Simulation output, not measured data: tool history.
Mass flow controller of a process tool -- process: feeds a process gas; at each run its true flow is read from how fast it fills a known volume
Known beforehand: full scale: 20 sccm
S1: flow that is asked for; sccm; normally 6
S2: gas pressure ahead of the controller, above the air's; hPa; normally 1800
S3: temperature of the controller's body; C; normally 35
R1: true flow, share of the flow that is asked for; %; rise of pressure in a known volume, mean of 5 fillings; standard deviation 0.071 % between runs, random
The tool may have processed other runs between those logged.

run	hour	S1	S2	S3	R1
1	0	6	1800	35	99.52
2	76.4	6	1800	35	99.39
3	111.9	6	1800	35	99.28
4	177.4	6	1800	35	99.14
5	251.7	6	1800	29	98.43
6	287.2	4	1800	29	98.36
7	349.7	6	1800	35	99.04
8	426.2	6	1800	35	98.91
9	497.9	6	1800	35	98.69
10	565.5	6	1800	35	98.66
11	630	6	1800	35	98.49
12	680.1	6	1800	23	97.37
13	730.4	6	1800	23	97.19
14	771.5	6	1800	23	97.08
15	849.2	6	1800	23	97.1
16	923.1	6	1800	23	96.96
17	973.2	6	1800	23	96.91
18	1024.1	6	1800	23	96.9
19	1099.8	10	1800	35	98.23
20	1165.7	6	1800	35	97.6
21	1244.2	4	1510	22	96.43
22	1298.6	4	1510	22	96.31
23	1335.6	4	1510	22	96.19
24	1407.3	4	2290	31	96.33
# hour 1425.9: gauge calibrated
25	1459.6	10	2610	27	98.5
26	1501.6	10	2610	27	98.57
27	1584.6	8	1500	20	98.29
28	1664.6	6	1830	34	98.96
29	1742.9	11	1800	30	99.07
30	1796	11	1800	30	98.92
31	1857.7	11	1800	30	98.93
32	1912.6	11	1800	30	98.77
33	1992.7	3	2280	32	97.6
34	2037.6	3	2280	32	97.62
35	2094.7	11	1820	27	98.29
36	2130.5	11	1820	27	98.2
37	2171.7	11	1820	27	98.03
38	2240	10	1820	22	97.43
39	2305.5	3	1800	21	96.51

Branching from run 39: 3 alternative next runs. What would each branch give?
A	2353.7	6	2620	20	?
B	2353.7	7	1660	20	?
C	2353.7	8	1800	35	?

run	R1
A	96.11
B	96.87
C	98.29
Had the tool no hidden state, the same runs would have come out as:
run	R1
A	97.58
B	98.36
C	99.79
